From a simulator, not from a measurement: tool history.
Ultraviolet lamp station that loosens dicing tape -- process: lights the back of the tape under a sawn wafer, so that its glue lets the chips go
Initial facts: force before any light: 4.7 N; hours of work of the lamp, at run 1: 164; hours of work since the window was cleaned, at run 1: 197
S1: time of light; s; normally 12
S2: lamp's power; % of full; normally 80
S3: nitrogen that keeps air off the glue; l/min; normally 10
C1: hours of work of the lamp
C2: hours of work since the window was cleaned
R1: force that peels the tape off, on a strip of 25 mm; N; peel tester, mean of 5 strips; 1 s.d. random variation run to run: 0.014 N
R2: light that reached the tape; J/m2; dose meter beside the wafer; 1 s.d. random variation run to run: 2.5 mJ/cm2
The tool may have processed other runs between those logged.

run	hour	S1	S2	S3	C1	C2	R1	R2
1	0.0	12	80	10	164	197	0.850	2600
2	8.3	12	80	10	170	203	0.873	2590
3	15.4	12	80	10	175	208	0.889	2540
4	20.7	12	80	10	179	212	0.884	2540
5	25.9	12	80	10	183	215	0.945	2530
6	31.5	12	60	10	186	219	1.320	1900
# hour 36.7: window cleaned of glue's vapour
7	38.7	12	80	19	191	1	0.500	3020
8	45.2	12	80	17	196	6	0.574	2950
9	52.9	12	80	17	201	11	0.555	2930
10	64.0	12	80	10	209	19	0.729	2920
11	72.1	12	80	10	214	25	0.723	2960
12	81.2	12	80	10	221	31	0.708	2890
13	91.0	12	80	17	228	38	0.560	2920
14	100.3	12	80	17	234	44	0.598	2860
15	110.9	12	80	17	241	52	0.605	2840
16	119.8	12	80	17	248	58	0.603	2780
17	130.4	12	80	17	255	65	0.599	2850
18	135.8	16	74	10	259	69	0.564	3420
19	144.2	16	74	10	265	75	0.581	3390
20	153.2	16	74	10	271	81	0.575	3380
21	161.0	14	88	10	276	87	0.549	3510
22	169.6	14	88	10	282	93	0.538	3470
23	178.5	12	80	13	289	99	0.699	2720
24	187.4	12	63	7	295	105	1.329	2130
25	197.7	10	63	12	302	112	1.319	1730
26	205.0	11	67	4	307	117	1.769	2030
27	215.6	7	80	6	315	125	1.876	1570
28	225.0	10	62	4	321	131	2.107	1680
29	234.4	23	87	13	328	138	0.300	5410

3 options for the next run, each taken on its own from the tool as it stands now. Forecast them:
A	242.2	15	62	3	333	143	?	?
B	242.2	20	81	3	333	143	?	?
C	242.2	12	83	5	333	143	?	?

run	R1	R2
A	1.653	2490
B	0.821	4360
C	1.168	2680
Without the tool's hidden state the same runs would have given:
run	R1	R2
A	1.347	3020
B	0.621	5260
C	0.912	3240

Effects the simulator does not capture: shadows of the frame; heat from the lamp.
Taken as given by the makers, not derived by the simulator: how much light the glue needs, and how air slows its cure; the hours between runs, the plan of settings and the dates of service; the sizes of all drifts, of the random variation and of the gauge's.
